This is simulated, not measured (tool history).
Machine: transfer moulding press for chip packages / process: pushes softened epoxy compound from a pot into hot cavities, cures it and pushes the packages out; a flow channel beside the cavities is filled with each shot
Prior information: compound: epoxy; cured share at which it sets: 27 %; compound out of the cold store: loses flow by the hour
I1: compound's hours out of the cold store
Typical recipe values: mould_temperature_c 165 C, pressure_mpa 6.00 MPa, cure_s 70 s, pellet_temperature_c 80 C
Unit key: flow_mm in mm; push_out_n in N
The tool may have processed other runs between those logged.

{"run": 1, "hour": 0.0, "mould_temperature_c": 165, "pressure_mpa": 6.0, "cure_s": 70, "pellet_temperature_c": 80, "I1": 32.7, "flow_mm": 492, "push_out_n": 317}
{"hour": 44.7, "done": "cavities cleaned with cleaning compound and waxed"}
{"run": 2, "hour": 48.3, "mould_temperature_c": 165, "pressure_mpa": 6.0, "cure_s": 70, "pellet_temperature_c": 80, "I1": 38.3, "flow_mm": 483, "push_out_n": 323}
{"hour": 76.6, "done": "mould's thermocouples calibrated"}
{"run": 3, "hour": 89.6, "mould_temperature_c": 165, "pressure_mpa": 6.0, "cure_s": 70, "pellet_temperature_c": 80, "I1": 18.2, "flow_mm": 504, "push_out_n": 330}
{"hour": 116.3, "done": "cavities cleaned with cleaning compound and waxed"}
{"hour": 141.3, "done": "plunger's sealing rings changed"}
{"run": 4, "hour": 155.5, "mould_temperature_c": 165, "pressure_mpa": 6.0, "cure_s": 70, "pellet_temperature_c": 80, "I1": 40.1, "flow_mm": 480, "push_out_n": 320}
{"hour": 184.8, "done": "cavities cleaned with cleaning compound and waxed"}
{"run": 5, "hour": 207.7, "mould_temperature_c": 165, "pressure_mpa": 6.0, "cure_s": 70, "pellet_temperature_c": 80, "I1": 18.4, "flow_mm": 506, "push_out_n": 327}
{"hour": 251.3, "done": "cavities cleaned with cleaning compound and waxed"}
{"run": 6, "hour": 261.9, "mould_temperature_c": 165, "pressure_mpa": 6.0, "cure_s": 70, "pellet_temperature_c": 80, "I1": 40.7, "flow_mm": 478, "push_out_n": 318}
{"run": 7, "hour": 302.2, "mould_temperature_c": 165, "pressure_mpa": 6.0, "cure_s": 70, "pellet_temperature_c": 80, "I1": 31.4, "flow_mm": 490, "push_out_n": 297}
{"hour": 320.5, "done": "cavities cleaned with cleaning compound and waxed"}
{"run": 8, "hour": 349.0, "mould_temperature_c": 165, "pressure_mpa": 6.0, "cure_s": 70, "pellet_temperature_c": 80, "I1": 21.2, "flow_mm": 504, "push_out_n": 330}
{"hour": 391.3, "done": "plunger's sealing rings changed"}
{"hour": 392.8, "done": "cavities cleaned with cleaning compound and waxed"}
{"run": 9, "hour": 399.5, "mould_temperature_c": 165, "pressure_mpa": 6.0, "cure_s": 70, "pellet_temperature_c": 80, "I1": 21.6, "flow_mm": 505, "push_out_n": 319}
{"hour": 460.3, "done": "cavities cleaned with cleaning compound and waxed"}
{"run": 10, "hour": 460.3, "mould_temperature_c": 165, "pressure_mpa": 6.0, "cure_s": 70, "pellet_temperature_c": 80, "I1": 21.8, "flow_mm": 505, "push_out_n": 329}
{"run": 11, "hour": 513.9, "mould_temperature_c": 165, "pressure_mpa": 6.0, "cure_s": 70, "pellet_temperature_c": 80, "I1": 27.8, "flow_mm": 497, "push_out_n": 328}
{"hour": 530.8, "done": "cavities cleaned with cleaning compound and waxed"}
{"run": 12, "hour": 585.1, "mould_temperature_c": 171, "pressure_mpa": 6.0, "cure_s": 58, "pellet_temperature_c": 80, "I1": 12.1, "flow_mm": 509, "push_out_n": 336}
{"hour": 598.6, "done": "cavities cleaned with cleaning compound and waxed"}
{"hour": 613.9, "done": "mould's thermocouples calibrated"}
{"hour": 644.8, "done": "plunger's sealing rings changed"}
{"run": 13, "hour": 645.2, "mould_temperature_c": 171, "pressure_mpa": 6.0, "cure_s": 58, "pellet_temperature_c": 80, "I1": 47.4, "flow_mm": 460, "push_out_n": 326}
{"hour": 671.4, "done": "cavities cleaned with cleaning compound and waxed"}
{"run": 14, "hour": 686.3, "mould_temperature_c": 165, "pressure_mpa": 6.0, "cure_s": 70, "pellet_temperature_c": 74, "I1": 24.0, "flow_mm": 500, "push_out_n": 335}
{"run": 15, "hour": 725.7, "mould_temperature_c": 170, "pressure_mpa": 7.01, "cure_s": 80, "pellet_temperature_c": 80, "I1": 19.8, "flow_mm": 536, "push_out_n": 271}
{"hour": 737.7, "done": "cavities cleaned with cleaning compound and waxed"}
{"run": 16, "hour": 769.6, "mould_temperature_c": 165, "pressure_mpa": 6.0, "cure_s": 70, "pellet_temperature_c": 85, "I1": 38.8, "flow_mm": 486, "push_out_n": 320}
{"hour": 807.9, "done": "cavities cleaned with cleaning compound and waxed"}
{"run": 17, "hour": 825.0, "mould_temperature_c": 173, "pressure_mpa": 6.0, "cure_s": 70, "pellet_temperature_c": 89, "I1": 38.6, "flow_mm": 469, "push_out_n": 280}
{"run": 18, "hour": 859.0, "mould_temperature_c": 173, "pressure_mpa": 6.0, "cure_s": 70, "pellet_temperature_c": 89, "I1": 9.7, "flow_mm": 508, "push_out_n": 276}
{"hour": 875.5, "done": "cavities cleaned with cleaning compound and waxed"}
{"hour": 894.0, "done": "plunger's sealing rings changed"}
{"run": 19, "hour": 913.7, "mould_temperature_c": 173, "pressure_mpa": 6.0, "cure_s": 70, "pellet_temperature_c": 89, "I1": 8.4, "flow_mm": 504, "push_out_n": 279}
{"hour": 944.6, "done": "cavities cleaned with cleaning compound and waxed"}
{"run": 20, "hour": 965.0, "mould_temperature_c": 173, "pressure_mpa": 6.0, "cure_s": 70, "pellet_temperature_c": 89, "I1": 23.6, "flow_mm": 487, "push_out_n": 278}
{"hour": 1011.0, "done": "cavities cleaned with cleaning compound and waxed"}
{"run": 21, "hour": 1019.3, "mould_temperature_c": 165, "pressure_mpa": 6.0, "cure_s": 70, "pellet_temperature_c": 76, "I1": 15.1, "flow_mm": 514, "push_out_n": 322}
{"run": 22, "hour": 1056.6, "mould_temperature_c": 165, "pressure_mpa": 6.92, "cure_s": 63, "pellet_temperature_c": 85, "I1": 9.0, "flow_mm": 555, "push_out_n": 375}

Each row is a separate what-if for the run after 22, all from the same tool condition, not one after another. Results?
{"hour": 1078.5, "done": "cavities cleaned with cleaning compound and waxed"}
{"run": "A", "hour": 1103.3, "mould_temperature_c": 165, "pressure_mpa": 6.92, "cure_s": 63, "pellet_temperature_c": 90, "I1": 44.2, "flow_mm": "?", "push_out_n": "?"}
{"hour": 1078.5, "done": "cavities cleaned with cleaning compound and waxed"}
{"run": "B", "hour": 1103.3, "mould_temperature_c": 165, "pressure_mpa": 5.3, "cure_s": 76, "pellet_temperature_c": 82, "I1": 41.8, "flow_mm": "?", "push_out_n": "?"}
{"hour": 1078.5, "done": "cavities cleaned with cleaning compound and waxed"}
{"run": "C", "hour": 1103.3, "mould_temperature_c": 170, "pressure_mpa": 6.73, "cure_s": 75, "pellet_temperature_c": 85, "I1": 40.7, "flow_mm": "?", "push_out_n": "?"}
{"hour": 1078.5, "done": "cavities cleaned with cleaning compound and waxed"}
{"run": "D", "hour": 1103.3, "mould_temperature_c": 165, "pressure_mpa": 6.89, "cure_s": 78, "pellet_temperature_c": 85, "I1": 45.0, "flow_mm": "?", "push_out_n": "?"}
{"hour": 1078.5, "done": "cavities cleaned with cleaning compound and waxed"}
{"run": "E", "hour": 1103.3, "mould_temperature_c": 158, "pressure_mpa": 7.16, "cure_s": 70, "pellet_temperature_c": 80, "I1": 14.0, "flow_mm": "?", "push_out_n": "?"}

run=A flow_mm=501 push_out_n=365
run=B flow_mm=449 push_out_n=294
run=C flow_mm=497 push_out_n=278
run=D flow_mm=507 push_out_n=297
run=E flow_mm=579 push_out_n=503
Stripped of hidden state, with their random variation kept, the same runs would have yielded:
run=A flow_mm=502 push_out_n=363
run=B flow_mm=450 push_out_n=293
run=C flow_mm=497 push_out_n=276
run=D flow_mm=507 push_out_n=295
run=E flow_mm=580 push_out_n=500
